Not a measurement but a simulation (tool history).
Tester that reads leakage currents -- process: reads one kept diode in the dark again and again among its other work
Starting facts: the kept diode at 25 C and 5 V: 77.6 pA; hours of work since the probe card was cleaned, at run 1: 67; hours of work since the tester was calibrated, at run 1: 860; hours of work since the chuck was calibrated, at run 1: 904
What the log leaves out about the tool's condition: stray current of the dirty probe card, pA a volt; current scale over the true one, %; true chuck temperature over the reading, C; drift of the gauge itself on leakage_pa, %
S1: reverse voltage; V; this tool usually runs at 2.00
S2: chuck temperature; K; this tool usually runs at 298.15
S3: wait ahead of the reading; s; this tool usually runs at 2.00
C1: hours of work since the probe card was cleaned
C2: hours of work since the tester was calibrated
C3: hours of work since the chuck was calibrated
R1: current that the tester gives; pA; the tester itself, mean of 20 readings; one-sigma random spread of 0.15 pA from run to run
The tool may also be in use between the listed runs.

run    hour     S1      S2    S3   C1    C2    C3       R1
  1     0.0   2.00  298.15  2.00   67   860   904    44.62
  2    53.6   2.00  298.15  2.00   91   884   928    44.60
  3   130.1   2.00  298.15  2.00  125   918   962    44.29
  4   215.8   2.00  298.15  2.00  163   956  1000    44.49
  5   330.5   2.00  298.15  2.00  213  1006  1051    44.62
  6   390.8   2.00  298.15  2.00  240  1033  1077    44.71
  7   476.6   2.00  298.15  2.00  278  1071  1115    44.57
  8   577.7   2.00  298.15  2.00  323  1116  1160    44.46
  9   641.1   2.00  304.15  2.00  351  1144  1188    73.04
 10   743.5   2.00  304.15  2.00  396  1189  1234    73.15
 11   857.9   2.00  304.15  2.00  447  1240  1284    73.13
 12   928.6   2.00  304.15  2.00  478  1272  1316    73.49
 13  1015.6   2.00  314.15  2.00  517  1310  1354   159.97
 14  1126.5   2.00  314.15  2.00  566  1359  1403   158.72
 15  1222.0   2.75  298.15  1.86  608  1402  1446    53.73
 16  1288.6   5.50  302.15  2.00  638  1431  1475   111.57
 17  1361.7   5.50  322.15  4.89  670  1464  1508   516.68
 18  1451.1   5.50  312.15  2.71  710  1503  1547   243.49
 19  1532.5   1.38  324.15  2.00  746  1539  1583   272.58
     1589.0  -- chuck's temperature calibrated
 20  1606.0  18.56  328.15  2.00  778  1571     8  1705.91
 21  1693.0  18.56  328.15  2.00  816  1609    46  1697.62
 22  1756.0  18.56  328.15  2.00  844  1637    74  1698.02

Predict each of these 5 candidate next runs independently; none follows another, all start after run 22:
  A  1848.0   3.05  328.15  0.78  885  1678  115   ?
  B  1848.0  18.56  332.15  1.55  885  1678  115   ?
  C  1848.0   7.35  326.15  2.00  885  1678  115   ?
  D  1848.0   2.00  312.15  2.00  885  1678  115   ?
  E  1848.0   1.26  297.15  7.70  885  1678  115   ?

run       R1
  A   610.89
  B  2234.67
  C   875.36
  D   147.67
  E    34.27
Without the tool's hidden state the same runs would have given:
run       R1
  A   617.10
  B  2245.30
  C   879.45
  D   147.20
  E    32.89
